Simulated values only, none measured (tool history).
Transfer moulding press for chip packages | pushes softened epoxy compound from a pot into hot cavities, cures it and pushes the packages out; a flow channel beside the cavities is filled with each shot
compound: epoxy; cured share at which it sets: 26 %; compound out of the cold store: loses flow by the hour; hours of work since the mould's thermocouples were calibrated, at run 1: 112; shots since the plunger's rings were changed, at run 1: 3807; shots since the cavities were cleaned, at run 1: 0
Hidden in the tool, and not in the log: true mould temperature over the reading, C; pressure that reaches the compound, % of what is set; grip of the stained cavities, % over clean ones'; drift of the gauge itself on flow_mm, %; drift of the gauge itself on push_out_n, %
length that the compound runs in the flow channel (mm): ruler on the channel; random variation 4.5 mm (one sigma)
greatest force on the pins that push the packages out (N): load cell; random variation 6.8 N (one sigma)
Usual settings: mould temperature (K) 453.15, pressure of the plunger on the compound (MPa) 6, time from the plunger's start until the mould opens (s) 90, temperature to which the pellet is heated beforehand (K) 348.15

run     day  mould temperature (K)  pressure of the plunger on the compound (MPa)  time from the plunger's start until the mould opens (s)  temperature to which the pellet is heated beforehand (K)  hours of work since the mould's thermocouples were calibrated  shots since the plunger's rings were changed  shots since the cavities were cleaned  incoming compound's hours out of the cold store  length that the compound runs in the flow channel (mm)  greatest force on the pins that push the packages out (N)
  1       0                 453.15                                              6                                                       90                                                    348.15                                                            112                                          3807                                      0                                             34.3                                                     851                                                        275
  2   0.308                 453.15                                              6                                                       90                                                    348.15                                                            116                                          3896                                     89                                             35.3                                                     844                                                        275
  3   0.708                 453.15                                              6                                                       90                                                    353.15                                                            122                                          4011                                    204                                              9.8                                                     941                                                        284
  4    1.25                 453.15                                              6                                                       90                                                    353.15                                                            129                                          4168                                    361                                             24.8                                                     875                                                        277
  5     1.5                 453.15                                              6                                                       90                                                    353.15                                                            132                                          4240                                    433                                             42.5                                                     808                                                        259
  6   2.092                 453.15                                              6                                                       90                                                    353.15                                                            140                                          4411                                    604                                             41.3                                                     818                                                        267
  7    2.55                 453.15                                              6                                                       90                                                    353.15                                                            146                                          4543                                    736                                             13.8                                                     923                                                        273
  8   2.862                 453.15                                              6                                                       90                                                    353.15                                                            151                                          4634                                    827                                             12.6                                                     920                                                        285
  9   3.338                 453.15                                              6                                                       90                                                    353.15                                                            157                                          4772                                    965                                               37                                                     835                                                        270
      3.679  -- cavities cleaned with cleaning compound and waxed
      3.912  -- plunger's sealing rings changed
 10   3.992                 453.15                                              6                                                       90                                                    348.15                                                            164                                            23                                     60                                             17.4                                                     912                                                        285
 11   4.283                 453.15                                              6                                                       90                                                    348.15                                                            168                                           107                                    144                                             22.1                                                     885                                                        278
 12   4.646                 453.15                                              6                                                       90                                                    348.15                                                            172                                           212                                    249                                             23.2                                                     889                                                        274
 13   5.212                 453.15                                              6                                                       90                                                    348.15                                                            180                                           375                                    412                                             35.7                                                     835                                                        273
 14   5.671                 453.15                                              6                                                       90                                                    348.15                                                            186                                           509                                    546                                             37.8                                                     837                                                        277
 15   5.979                 445.15                                           7.47                                                       72                                                    357.15                                                            190                                           597                                    634                                             18.6                                                    1030                                                        736
 16   6.354                 445.15                                           7.47                                                       72                                                    357.15                                                            195                                           707                                    744                                             32.2                                                     965                                                        711
 17   6.612                 453.15                                           6.32                                                       90                                                    348.15                                                            199                                           781                                    818                                             44.2                                                     825                                                        269
 18   6.871                 448.15                                              6                                                      122                                                    348.15                                                            202                                           856                                    893                                             21.4                                                     910                                                        229
      7.462  -- cavities cleaned with cleaning compound and waxed
 19   7.479                 447.15                                              6                                                      118                                                    355.15                                                            209                                          1013                                      5                                             16.7                                                     931                                                        231
 20   7.842                 447.15                                           6.14                                                      109                                                    351.15                                                            214                                          1118                                    110                                             14.8                                                     945                                                        263
 21   8.358                 449.15                                           6.16                                                       98                                                    351.15                                                            221                                          1268                                    260                                             33.5                                                     873                                                        257
 22   8.908                 448.15                                              6                                                       90                                                    358.15                                                            229                                          1426                                    418                                             12.1                                                     945                                                        367
 23   9.496                 448.15                                              6                                                       90                                                    358.15                                                            237                                          1596                                    588                                             26.5                                                     882                                                        353
 24  10.092                 446.15                                           6.84                                                      103                                                    350.15                                                            245                                          1768                                    760                                             12.2                                                    1025                                                        312
 25  10.629                 446.15                                           6.84                                                      103                                                    350.15                                                            252                                          1924                                    916                                             43.7                                                     881                                                        276
     11.146  -- cavities cleaned with cleaning compound and waxed
 26  11.275                 453.15                                           4.78                                                       90                                                    347.15                                                            260                                          2092                                     37                                             17.1                                                     812                                                        278
 27  11.762                 449.15                                           4.82                                                       88                                                    348.15                                                            266                                          2233                                    178                                             17.7                                                     823                                                        352
 28  12.042                 449.15                                           4.82                                                       88                                                    348.15                                                            270                                          2314                                    259                                             31.2                                                     777                                                        349

How the hidden state differs across the entries between the runs, from the last listed run before each to the first after it:
Between runs 9 and 10: cavities cleaned with cleaning compound and waxed (day 3.679); plunger's sealing rings changed (day 3.912)
  pressure that reaches the compound, % of what is set: 99.83 -> 99.99; grip of the stained cavities, % over clean ones': 0.8 -> 0.1
Between runs 18 and 19: cavities cleaned with cleaning compound and waxed (day 7.462)
  pressure that reaches the compound, % of what is set: 99.96 -> 99.95; grip of the stained cavities, % over clean ones': 0.7 -> 0.1
Between runs 25 and 26: cavities cleaned with cleaning compound and waxed (day 11.146)
  grip of the stained cavities, % over clean ones': 0.8 -> 0.1

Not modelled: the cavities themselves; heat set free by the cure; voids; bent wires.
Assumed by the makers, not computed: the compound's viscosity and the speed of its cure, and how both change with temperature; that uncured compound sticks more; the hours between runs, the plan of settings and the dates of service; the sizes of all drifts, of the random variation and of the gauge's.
